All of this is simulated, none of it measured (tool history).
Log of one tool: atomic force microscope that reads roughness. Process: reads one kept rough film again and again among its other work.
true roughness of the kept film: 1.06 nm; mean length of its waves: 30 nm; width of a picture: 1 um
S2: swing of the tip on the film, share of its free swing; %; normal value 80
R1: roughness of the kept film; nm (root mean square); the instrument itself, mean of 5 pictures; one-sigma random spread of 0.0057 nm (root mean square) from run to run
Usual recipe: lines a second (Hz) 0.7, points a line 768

{"run": 1, "day": 0.0, "lines a second (Hz)": 0.7, "S2": 80, "points a line": 768, "R1": 1.006}
{"run": 2, "day": 1.308, "lines a second (Hz)": 0.7, "S2": 80, "points a line": 768, "R1": 1.003}
{"run": 3, "day": 2.838, "lines a second (Hz)": 0.7, "S2": 80, "points a line": 768, "R1": 1.002}
{"run": 4, "day": 4.825, "lines a second (Hz)": 0.7, "S2": 80, "points a line": 768, "R1": 0.98}
{"run": 5, "day": 6.425, "lines a second (Hz)": 1.791, "S2": 80, "points a line": 768, "R1": 0.951}
{"run": 6, "day": 7.596, "lines a second (Hz)": 0.7, "S2": 80, "points a line": 811, "R1": 0.981}
{"run": 7, "day": 8.942, "lines a second (Hz)": 3.049, "S2": 82, "points a line": 882, "R1": 0.897}
{"run": 8, "day": 10.338, "lines a second (Hz)": 3.049, "S2": 87, "points a line": 569, "R1": 0.897}
{"run": 9, "day": 11.529, "lines a second (Hz)": 3.049, "S2": 85, "points a line": 569, "R1": 0.907}
{"run": 10, "day": 12.896, "lines a second (Hz)": 3.253, "S2": 88, "points a line": 569, "R1": 0.874}
{"run": 11, "day": 15.012, "lines a second (Hz)": 3.155, "S2": 67, "points a line": 318, "R1": 0.962}
{"run": 12, "day": 17.179, "lines a second (Hz)": 0.7, "S2": 72, "points a line": 768, "R1": 0.976}

Withheld: 3 entries from between the runs. Position of each, and hidden state at the listed run before versus the listed run after:
From run 6 to run 7: height scale calibrated on a step standard (day 7.808)
  radius of the tip, nm: 14.7 -> 16; height scale over the true one, %: 1.34 -> 2.14
  what was measured, less what the result would be without the hidden state, R1: -0.02 -> -0.017 nm (root mean square)
From run 7 to run 8: new tip fitted (day 10.2)
  radius of the tip, nm: 16 -> 7.6; height scale over the true one, %: 2.14 -> 2.17
  what was measured, less what the result would be without the hidden state, R1: -0.017 -> +0.017 nm (root mean square)
From run 11 to run 12: height scale calibrated on a step standard, once more (day 16.271)
  radius of the tip, nm: 12 -> 14.2; height scale over the true one, %: 2.27 -> 0.09
  what was measured, less what the result would be without the hidden state, R1: +0 -> -0.031 nm (root mean square)
